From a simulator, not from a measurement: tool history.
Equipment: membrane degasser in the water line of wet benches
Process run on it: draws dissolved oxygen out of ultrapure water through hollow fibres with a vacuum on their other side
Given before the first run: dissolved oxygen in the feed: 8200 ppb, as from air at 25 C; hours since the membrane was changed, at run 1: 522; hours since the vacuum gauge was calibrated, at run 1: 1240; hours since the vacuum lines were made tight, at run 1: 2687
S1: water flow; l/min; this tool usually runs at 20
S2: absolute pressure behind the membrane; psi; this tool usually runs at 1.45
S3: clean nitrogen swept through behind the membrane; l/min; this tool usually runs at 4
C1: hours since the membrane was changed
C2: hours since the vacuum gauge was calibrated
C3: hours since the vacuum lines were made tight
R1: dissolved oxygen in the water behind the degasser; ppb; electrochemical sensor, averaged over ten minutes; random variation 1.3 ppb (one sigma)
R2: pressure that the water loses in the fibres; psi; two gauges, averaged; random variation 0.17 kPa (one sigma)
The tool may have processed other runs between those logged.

Run 1, hour 0: usual settings; C1 522; C2 1240; C3 2687. Result: R1 131.9 ppb, R2 4.121 psi.
Run 2, hour 52.8: usual settings; C1 575; C2 1292; C3 2740. Result: R1 131.9 ppb, R2 4.076 psi.
Run 3, hour 126.2: usual settings; C1 648; C2 1366; C3 2813. Result: R1 131 ppb, R2 4.126 psi.
Run 4, hour 162.9: usual settings; C1 685; C2 1403; C3 2850. Result: R1 132.4 ppb, R2 4.094 psi.
Run 5, hour 224.7: usual settings; C1 747; C2 1464; C3 2912. Result: R1 132.4 ppb, R2 4.083 psi.
Run 6, hour 272: usual settings; C1 794; C2 1512; C3 2959. Result: R1 129.7 ppb, R2 4.087 psi.
Run 7, hour 314.7: usual settings; C1 837; C2 1554; C3 3002. Result: R1 133.2 ppb, R2 4.138 psi.
Run 8, hour 374.5: usual settings but S1 21 l/min; C1 897; C2 1614; C3 3061. Result: R1 147.7 ppb, R2 4.313 psi.
Run 9, hour 406.7: usual settings but S1 21 l/min; C1 929; C2 1646; C3 3094. Result: R1 147.5 ppb, R2 4.313 psi.
At hour 412.1: vacuum gauge calibrated.
Run 10, hour 477.3: usual settings but S1 21 l/min; C1 999; C2 65; C3 3164. Result: R1 147.9 ppb, R2 4.347 psi.
Run 11, hour 544.1: usual settings but S1 21 l/min; C1 1066; C2 132; C3 3230. Result: R1 147.9 ppb, R2 4.263 psi.
Run 12, hour 600.7: usual settings but S1 21 l/min; C1 1122; C2 189; C3 3287. Result: R1 148.1 ppb, R2 4.331 psi.
Run 13, hour 634.6: usual settings but S3 2.57 l/min; C1 1156; C2 222; C3 3321. Result: R1 175 ppb, R2 4.09 psi.
Run 14, hour 689.5: usual settings but S3 2.57 l/min; C1 1211; C2 277; C3 3376. Result: R1 175.6 ppb, R2 4.083 psi.
At hour 696: vacuum gauge calibrated, once more.
Run 15, hour 747.1: usual settings; C1 1268; C2 51; C3 3433. Result: R1 133.3 ppb, R2 4.086 psi.
Run 16, hour 796.4: usual settings; C1 1318; C2 100; C3 3482. Result: R1 133.1 ppb, R2 4.126 psi.
Run 17, hour 856.9: usual settings but S2 1.13 psi, S3 4.82 l/min; C1 1378; C2 161; C3 3543. Result: R1 96.8 ppb, R2 4.131 psi.
Run 18, hour 931.5: usual settings but S2 1.13 psi, S3 4.82 l/min; C1 1453; C2 235; C3 3617. Result: R1 97.1 ppb, R2 4.08 psi.
Run 19, hour 1008.1: usual settings but S1 16 l/min, S2 1.13 psi, S3 10.1 l/min; C1 1529; C2 312; C3 3694. Result: R1 38.6 ppb, R2 3.31 psi.
Run 20, hour 1074.7: usual settings but S1 19 l/min, S2 1.36 psi, S3 10.95 l/min; C1 1596; C2 379; C3 3761. Result: R1 67.9 ppb, R2 3.913 psi.
Run 21, hour 1116.5: usual settings but S2 1.61 psi; C1 1638; C2 420; C3 3802. Result: R1 144.1 ppb, R2 4.129 psi.
Run 22, hour 1190.6: usual settings but S1 19 l/min, S2 1.13 psi, S3 3.93 l/min; C1 1712; C2 495; C3 3876. Result: R1 97.1 ppb, R2 3.891 psi.
Run 23, hour 1231.3: usual settings but S1 16 l/min, S2 2.42 psi, S3 5.07 l/min; C1 1753; C2 535; C3 3917. Result: R1 125.8 ppb, R2 3.287 psi.
Run 24, hour 1285: usual settings but S1 16 l/min, S2 2.42 psi, S3 5.07 l/min; C1 1806; C2 589; C3 3971. Result: R1 127 ppb, R2 3.287 psi.
Run 25, hour 1350.4: usual settings but S1 16 l/min, S2 2.42 psi, S3 3.45 l/min; C1 1872; C2 654; C3 4036. Result: R1 172.9 ppb, R2 3.288 psi.
Run 26, hour 1405.3: usual settings but S3 10.31 l/min; C1 1927; C2 709; C3 4091. Result: R1 83.6 ppb, R2 4.112 psi.
Run 27, hour 1440.1: usual settings but S3 10.31 l/min; C1 1961; C2 744; C3 4126. Result: R1 86.1 ppb, R2 4.126 psi.
Run 28, hour 1501.5: usual settings but S3 10.31 l/min; C1 2023; C2 806; C3 4187. Result: R1 83.4 ppb, R2 4.086 psi.
Run 29, hour 1552.1: usual settings but S1 17 l/min, S2 1.23 psi, S3 10.31 l/min; C1 2073; C2 856; C3 4238. Result: R1 48.9 ppb, R2 3.539 psi.
Run 30, hour 1620.7: usual settings but S1 19 l/min, S2 2.18 psi, S3 2.62 l/min; C1 2142; C2 925; C3 4306. Result: R1 246.1 ppb, R2 3.92 psi.
Run 31, hour 1684.1: usual settings but S1 12 l/min, S2 0.97 psi; C1 2205; C2 988; C3 4370. Result: R1 32.5 ppb, R2 2.434 psi.
Run 32, hour 1736.3: usual settings but S2 1.6 psi; C1 2258; C2 1040; C3 4422. Result: R1 147.5 ppb, R2 4.141 psi.

Take each entry between the runs: how does the hidden state at the last listed run before it differ from the hidden state at the first listed run after it?
After run 9, before run 10: vacuum gauge calibrated (hour 412.1)
  membrane still open, %: 99.7 -> 99.6; true pressure behind the membrane over the reading, kPa: 0.04 -> 0.06
  measured value less the no-hidden-state value, R1: +2.1 -> +2.4 ppb; R2: +0.015 -> +0.016 psi
After run 14, before run 15: vacuum gauge calibrated, once more (hour 696)
  true pressure behind the membrane over the reading, kPa: 0.07 -> 0.06
  measured value less the no-hidden-state value, R1: +3.2 -> +2.6 ppb; R2: +0.019 -> +0.02 psi
